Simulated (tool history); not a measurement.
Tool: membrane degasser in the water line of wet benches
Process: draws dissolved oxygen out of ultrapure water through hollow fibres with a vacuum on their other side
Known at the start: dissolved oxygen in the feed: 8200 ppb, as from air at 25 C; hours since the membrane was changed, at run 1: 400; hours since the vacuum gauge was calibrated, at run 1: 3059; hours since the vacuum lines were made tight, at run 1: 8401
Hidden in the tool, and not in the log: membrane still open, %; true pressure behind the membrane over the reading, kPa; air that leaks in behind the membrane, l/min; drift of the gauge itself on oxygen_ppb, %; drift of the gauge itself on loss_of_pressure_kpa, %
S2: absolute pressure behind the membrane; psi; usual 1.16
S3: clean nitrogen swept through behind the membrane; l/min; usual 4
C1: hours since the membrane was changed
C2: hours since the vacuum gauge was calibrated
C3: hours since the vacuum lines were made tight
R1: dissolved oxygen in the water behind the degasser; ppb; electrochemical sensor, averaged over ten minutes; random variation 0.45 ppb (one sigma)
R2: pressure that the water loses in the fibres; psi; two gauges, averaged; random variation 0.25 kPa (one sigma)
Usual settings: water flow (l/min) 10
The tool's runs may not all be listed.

Run 1, hour 0: usual settings; C1 400; C2 3059; C3 8401. Result: R1 35.1 ppb, R2 9.519 psi.
Run 2, hour 134.7: usual settings; C1 535; C2 3193; C3 8536. Result: R1 34.5 ppb, R2 9.539 psi.
Run 3, hour 343: usual settings; C1 743; C2 3402; C3 8744. Result: R1 35.3 ppb, R2 9.526 psi.
Run 4, hour 561.9: usual settings; C1 962; C2 3621; C3 8963. Result: R1 34.2 ppb, R2 9.607 psi.
Run 5, hour 742.9: usual settings; C1 1143; C2 3802; C3 9144. Result: R1 35.3 ppb, R2 9.559 psi.
Run 6, hour 894.6: usual settings; C1 1295; C2 3953; C3 9296. Result: R1 35.4 ppb, R2 9.577 psi.
Run 7, hour 1090.5: usual settings; C1 1490; C2 4149; C3 9492. Result: R1 35.1 ppb, R2 9.578 psi.
At hour 1207.8: vacuum gauge calibrated.
Run 8, hour 1284.5: usual settings; C1 1684; C2 77; C3 9685. Result: R1 33.8 ppb, R2 9.588 psi.
Run 9, hour 1436.2: usual settings; C1 1836; C2 228; C3 9837. Result: R1 35 ppb, R2 9.584 psi.
Run 10, hour 1539.1: usual settings; C1 1939; C2 331; C3 9940. Result: R1 34.6 ppb, R2 9.564 psi.
Run 11, hour 1666.7: usual settings; C1 2066; C2 459; C3 10067. Result: R1 34.9 ppb, R2 9.596 psi.
Run 12, hour 1854: usual settings but water flow (l/min) 8, S2 1.469 psi, S3 6.21 l/min; C1 2253; C2 646; C3 10255. Result: R1 23.9 ppb, R2 7.739 psi.
Run 13, hour 2079.6: usual settings but water flow (l/min) 8, S2 1.655 psi, S3 6.21 l/min; C1 2479; C2 872; C3 10480. Result: R1 28 ppb, R2 7.7 psi.
Run 14, hour 2224: usual settings but water flow (l/min) 11, S2 0.83 psi, S3 8.9 l/min; C1 2623; C2 1016; C3 10625. Result: R1 14.1 ppb, R2 10.611 psi.
Run 15, hour 2390.4: usual settings but S2 2.564 psi; C1 2790; C2 1183; C3 10791. Result: R1 97.2 ppb, R2 9.681 psi.
Run 16, hour 2567.1: usual settings but water flow (l/min) 14; C1 2967; C2 1359; C3 10968. Result: R1 63.2 ppb, R2 13.542 psi.
Run 17, hour 2791.9: usual settings but water flow (l/min) 14; C1 3191; C2 1584; C3 11192. Result: R1 63.8 ppb, R2 13.565 psi.
Run 18, hour 2924.1: usual settings but water flow (l/min) 14; C1 3323; C2 1716; C3 11325. Result: R1 64.1 ppb, R2 13.507 psi.
Run 19, hour 3081.5: usual settings but water flow (l/min) 14; C1 3481; C2 1874; C3 11482. Result: R1 64.7 ppb, R2 13.549 psi.
Run 20, hour 3234.3: usual settings but water flow (l/min) 7, S2 0.759 psi, S3 3.66 l/min; C1 3634; C2 2027; C3 11635. Result: R1 10.7 ppb, R2 6.825 psi.
Run 21, hour 3332.3: usual settings but water flow (l/min) 9, S2 1.485 psi, S3 7.17 l/min; C1 3732; C2 2125; C3 11733. Result: R1 25.2 ppb, R2 8.752 psi.
At hour 3404.3: seals of the vacuum lines changed.
Run 22, hour 3438.2: usual settings but water flow (l/min) 12, S2 1.527 psi, S3 7.17 l/min; C1 3836; C2 2228; C3 34. Result: R1 41.2 ppb, R2 11.715 psi.

Forecast each of these 5 alternatives for the next run:
Run A, hour 3534.9: usual settings but water flow (l/min) 12, S2 0.737 psi, S3 7.17 l/min; C1 3932; C2 2325; C3 131. Result: R1 ?, R2 ?.
Run B, hour 3534.9: usual settings but water flow (l/min) 16; C1 3932; C2 2325; C3 131. Result: R1 ?, R2 ?.
Run C, hour 3534.9: usual settings but water flow (l/min) 9, S2 0.734 psi, S3 3.36 l/min; C1 3932; C2 2325; C3 131. Result: R1 ?, R2 ?.
Run D, hour 3534.9: usual settings but S3 2.46 l/min; C1 3932; C2 2325; C3 131. Result: R1 ?, R2 ?.
Run E, hour 3534.9: usual settings but water flow (l/min) 12, S2 1.527 psi, S3 2.09 l/min; C1 3932; C2 2325; C3 131. Result: R1 ?, R2 ?.

run     R1      R2
  A   18.3  11.622
  B   86.8  15.545
  C   14.8   8.731
  D   51.4   9.747
  E  110.2  11.687
Without the tool's hidden state the same runs would have given:
run     R1      R2
  A   16.7  11.351
  B   81.9  15.185
  C   14.3   8.528
  D   50.6    9.52
  E  108.5  11.416

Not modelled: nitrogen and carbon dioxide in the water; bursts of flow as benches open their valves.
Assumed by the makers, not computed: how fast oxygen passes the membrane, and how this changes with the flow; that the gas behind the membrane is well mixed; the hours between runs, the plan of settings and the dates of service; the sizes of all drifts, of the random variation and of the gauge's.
